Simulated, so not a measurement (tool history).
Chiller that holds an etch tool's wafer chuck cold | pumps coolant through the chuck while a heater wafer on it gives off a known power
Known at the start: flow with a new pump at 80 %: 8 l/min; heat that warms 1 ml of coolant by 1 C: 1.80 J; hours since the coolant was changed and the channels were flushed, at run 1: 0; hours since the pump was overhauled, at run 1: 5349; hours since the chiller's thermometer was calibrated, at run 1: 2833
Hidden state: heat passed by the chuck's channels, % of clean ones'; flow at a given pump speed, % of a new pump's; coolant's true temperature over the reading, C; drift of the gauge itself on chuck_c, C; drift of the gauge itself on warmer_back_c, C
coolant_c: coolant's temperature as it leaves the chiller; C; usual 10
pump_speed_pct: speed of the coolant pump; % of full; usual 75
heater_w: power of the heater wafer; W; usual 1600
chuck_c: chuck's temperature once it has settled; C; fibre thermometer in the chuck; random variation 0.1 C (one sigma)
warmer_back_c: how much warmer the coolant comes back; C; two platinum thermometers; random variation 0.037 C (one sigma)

run	day	coolant_c	pump_speed_pct	heater_w	hours since the coolant was changed and the channels were flushed	hours since the pump was overhauled	hours since the chiller's thermometer was calibrated	chuck_c	warmer_back_c
1	0.000	10	75	1600	0	5349	2833	23.1	7.44
2	6.438	10	75	1600	154	5504	2987	23.3	7.53
3	12.796	10	75	1600	307	5656	3140	23.3	7.54
4	16.629	10	75	1600	399	5748	3232	23.4	7.52
# day 20.596: coolant pump overhauled
5	22.158	10	75	1600	527	37	3359	23.6	7.73
6	27.592	10	75	1600	657	168	3490	23.7	7.75
7	30.788	10	75	1600	734	245	3567	23.7	7.77
# day 34.846: coolant pump overhauled, once more
8	35.571	10	75	1600	844	17	3676	22.8	7.13
9	42.350	10	75	1600	1006	180	3839	22.8	7.10
10	49.317	5	75	1600	1174	347	4006	17.7	7.17
# day 52.642: chiller's thermometer calibrated
11	53.292	5	75	1600	1268	442	16	18.4	7.04
12	56.821	10	65	1600	1353	526	100	24.9	8.18
13	63.346	10	65	1600	1509	683	257	24.9	8.23
14	69.633	16	63	844	1660	834	408	24.1	4.46
15	75.783	13	98	2165	1808	981	555	27.7	7.36
16	81.150	13	98	2165	1937	1110	684	27.8	7.41

Forecast each of these 4 alternatives for the next run:
A	84.617	10	75	1310	2020	1194	767	?	?
B	84.617	8	87	1168	2020	1194	767	?	?
C	84.617	10	75	1281	2020	1194	767	?	?
D	84.617	10	75	946	2020	1194	767	?	?

run	chuck_c	warmer_back_c
A	21.2	5.88
B	16.6	4.44
C	20.7	5.68
D	18.0	4.25
Without the tool's hidden state the same runs would have given:
run	chuck_c	warmer_back_c
A	20.7	5.84
B	16.3	4.41
C	20.3	5.63
D	17.7	4.22
